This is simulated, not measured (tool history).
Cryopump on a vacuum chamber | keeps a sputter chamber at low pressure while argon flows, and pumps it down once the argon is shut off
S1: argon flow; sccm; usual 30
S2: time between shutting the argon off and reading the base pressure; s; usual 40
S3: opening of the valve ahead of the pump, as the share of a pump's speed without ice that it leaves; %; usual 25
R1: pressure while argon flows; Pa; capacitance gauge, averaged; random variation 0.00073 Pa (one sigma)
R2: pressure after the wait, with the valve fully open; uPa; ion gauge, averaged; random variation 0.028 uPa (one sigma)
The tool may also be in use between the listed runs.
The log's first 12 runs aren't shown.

run 13 hour=143.9 | S1=30 S2=40 S3=25 | R1=0.1417 R2=2.17
run 14 hour=160.9 | S1=30 S2=40 S3=25 | R1=0.14 R2=2.2
run 15 hour=178.7 | S1=30 S2=40 S3=25 | R1=0.1398 R2=2.18
run 16 hour=186.5 | S1=30 S2=38 S3=25 | R1=0.1407 R2=2.27
run 17 hour=198.6 | S1=30 S2=40 S3=25 | R1=0.1415 R2=2.2
run 18 hour=214.9 | S1=30 S2=43 S3=25 | R1=0.1407 R2=2.14
run 19 hour=233.5 | S1=25 S2=40 S3=43 | R1=0.0698 R2=2.31
run 20 hour=250.1 | S1=12 S2=29 S3=43 | R1=0.0336 R2=2.7
run 21 hour=259.4 | S1=30 S2=248 S3=22 | R1=0.1612 R2=1.42
run 22 hour=276.4 | S1=30 S2=40 S3=22 | R1=0.1606 R2=2.36
run 23 hour=285 | S1=29 S2=41 S3=23 | R1=0.1487 R2=2.35
run 24 hour=296.5 | S1=30 S2=40 S3=25 | R1=0.1412 R2=2.42
run 25 hour=305.7 | S1=35 S2=34 S3=19 | R1=0.2169 R2=2.61
run 26 hour=322.6 | S1=30 S2=40 S3=18 | R1=0.1945 R2=2.42
run 27 hour=331.3 | S1=30 S2=40 S3=20 | R1=0.1772 R2=2.46
run 28 hour=339.5 | S1=30 S2=40 S3=18 | R1=0.1947 R2=2.45
run 29 hour=348.8 | S1=30 S2=40 S3=18 | R1=0.1978 R2=2.48
run 30 hour=362.5 | S1=28 S2=44 S3=21 | R1=0.158 R2=2.47
run 31 hour=371.1 | S1=21 S2=66 S3=16 | R1=0.1534 R2=2.12
run 32 hour=378.9 | S1=36 S2=72 S3=48 | R1=0.0935 R2=2.01
run 33 hour=393.4 | S1=36 S2=72 S3=48 | R1=0.0964 R2=2.09
run 34 hour=407.3 | S1=19 S2=95 S3=36 | R1=0.0641 R2=1.96

3 ways to go on from here, each from the tool as it stands after run 34. What would each give?
run A hour=420.4 | S1=47 S2=40 S3=25 | R1=? R2=?
run B hour=420.4 | S1=17 S2=66 S3=19 | R1=? R2=?
run C hour=420.4 | S1=19 S2=135 S3=24 | R1=? R2=?

run=A R1=0.2272 R2=2.57
run=B R1=0.1064 R2=2.15
run=C R1=0.0949 R2=1.79
Without the tool's hidden state the same runs would have given:
run=A R1=0.2119 R2=1.27
run=B R1=0.1008 R2=0.84
run=C R1=0.0887 R2=0.49
